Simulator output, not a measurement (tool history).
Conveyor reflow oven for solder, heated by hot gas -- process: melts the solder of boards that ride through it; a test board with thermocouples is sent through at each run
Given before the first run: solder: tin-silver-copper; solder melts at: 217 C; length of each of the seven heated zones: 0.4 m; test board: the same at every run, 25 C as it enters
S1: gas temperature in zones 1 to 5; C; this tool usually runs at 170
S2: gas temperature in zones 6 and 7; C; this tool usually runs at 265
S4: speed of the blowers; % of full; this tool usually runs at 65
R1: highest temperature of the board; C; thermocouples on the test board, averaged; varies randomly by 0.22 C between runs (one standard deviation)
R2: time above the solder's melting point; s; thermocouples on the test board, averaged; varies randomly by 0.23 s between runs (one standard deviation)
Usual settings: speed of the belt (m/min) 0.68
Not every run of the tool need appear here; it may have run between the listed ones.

run 1 hour=0 | S1=170 S2=265 speed_of_the_belt_(m/min)=0.68 S4=65 | R1=242.5 R2=43.2
run 2 hour=61.3 | S1=170 S2=265 speed_of_the_belt_(m/min)=0.68 S4=65 | R1=242.4 R2=42.7
run 3 hour=125.7 | S1=170 S2=265 speed_of_the_belt_(m/min)=0.787 S4=65 | R1=238.5 R2=32.5
run 4 hour=170.1 | S1=170 S2=265 speed_of_the_belt_(m/min)=0.787 S4=65 | R1=238.2 R2=32
run 5 hour=225.2 | S1=170 S2=265 speed_of_the_belt_(m/min)=0.68 S4=84 | R1=248.5 R2=49.8
run 6 hour=271.3 | S1=170 S2=265 speed_of_the_belt_(m/min)=0.68 S4=65 | R1=243 R2=44
run 7 hour=309 | S1=170 S2=265 speed_of_the_belt_(m/min)=0.68 S4=65 | R1=242.9 R2=43.9
run 8 hour=381.6 | S1=170 S2=265 speed_of_the_belt_(m/min)=0.68 S4=65 | R1=242.9 R2=43
run 9 hour=415 | S1=170 S2=265 speed_of_the_belt_(m/min)=0.68 S4=65 | R1=242.4 R2=43
run 10 hour=461.8 | S1=170 S2=265 speed_of_the_belt_(m/min)=0.68 S4=65 | R1=242.2 R2=43
run 11 hour=547.6 | S1=175 S2=257 speed_of_the_belt_(m/min)=0.733 S4=50 | R1=230.2 R2=25.6
run 12 hour=602.9 | S1=170 S2=264 speed_of_the_belt_(m/min)=0.68 S4=54 | R1=239 R2=39.5
run 13 hour=665.6 | S1=161 S2=264 speed_of_the_belt_(m/min)=0.722 S4=54 | R1=233.6 R2=28.3
run 14 hour=715 | S1=170 S2=273 speed_of_the_belt_(m/min)=0.715 S4=65 | R1=247.5 R2=45.5
run 15 hour=783.6 | S1=160 S2=265 speed_of_the_belt_(m/min)=0.547 S4=65 | R1=248.1 R2=59.5
run 16 hour=857 | S1=169 S2=260 speed_of_the_belt_(m/min)=0.543 S4=65 | R1=244.5 R2=60.3
run 17 hour=912.8 | S1=170 S2=272 speed_of_the_belt_(m/min)=0.559 S4=82 | R1=257.9 R2=70.3
run 18 hour=993.6 | S1=170 S2=272 speed_of_the_belt_(m/min)=0.559 S4=82 | R1=259 R2=68.7
run 19 hour=1043.8 | S1=170 S2=272 speed_of_the_belt_(m/min)=0.559 S4=82 | R1=258.5 R2=68.4
run 20 hour=1105.5 | S1=161 S2=258 speed_of_the_belt_(m/min)=0.546 S4=82 | R1=244.8 R2=57.1

Not shown here: 5 entries made in the log between runs. Locate each between two listed runs and compare the hidden state at the listed run before it with the hidden state at the listed run after it:
After run 2, before run 3: flux residue cleaned out of gas plates and filters (hour 84.4)
  heat that the gas passes to the board, % of a clean oven's: 92.9 -> 99.1; belt's true speed, % of the reading: 98.12 -> 98.07; true gas temperature in zones 6 and 7 over the reading, C: -0.48 -> -0.57
  difference, measured minus the result without the unlogged condition, R1: -1.7 -> +0.1 C; R2: -1.2 -> +0.8 s
After run 10, before run 11: flux residue cleaned out of gas plates and filters (hour 520.6)
  heat that the gas passes to the board, % of a clean oven's: 93.3 -> 98.9; belt's true speed, % of the reading: 97.83 -> 97.77; true gas temperature in zones 6 and 7 over the reading, C: -1.07 -> -1.21
  difference, measured minus the result without the unlogged condition, R1: -2 -> -0.3 C; R2: -1.2 -> +0.4 s
After run 11, before run 12: belt drive overhauled, speed set with a stopwatch (hour 557.6)
  heat that the gas passes to the board, % of a clean oven's: 98.9 -> 97.9; belt's true speed, % of the reading: 97.77 -> 96.96; true gas temperature in zones 6 and 7 over the reading, C: -1.21 -> -1.29
  difference, measured minus the result without the unlogged condition, R1: -0.3 -> -0.3 C; R2: +0.4 -> +1 s
After run 17, before run 18: flux residue cleaned out of gas plates and filters (hour 956.5); belt drive overhauled, speed set with a stopwatch, once more (hour 992.8)
  heat that the gas passes to the board, % of a clean oven's: 92.7 -> 99.3; belt's true speed, % of the reading: 96.72 -> 99.99; true gas temperature in zones 6 and 7 over the reading, C: -1.75 -> -1.86
  difference, measured minus the result without the unlogged condition, R1: -2.5 -> -1.8 C; R2: +0.6 -> -1.1 s

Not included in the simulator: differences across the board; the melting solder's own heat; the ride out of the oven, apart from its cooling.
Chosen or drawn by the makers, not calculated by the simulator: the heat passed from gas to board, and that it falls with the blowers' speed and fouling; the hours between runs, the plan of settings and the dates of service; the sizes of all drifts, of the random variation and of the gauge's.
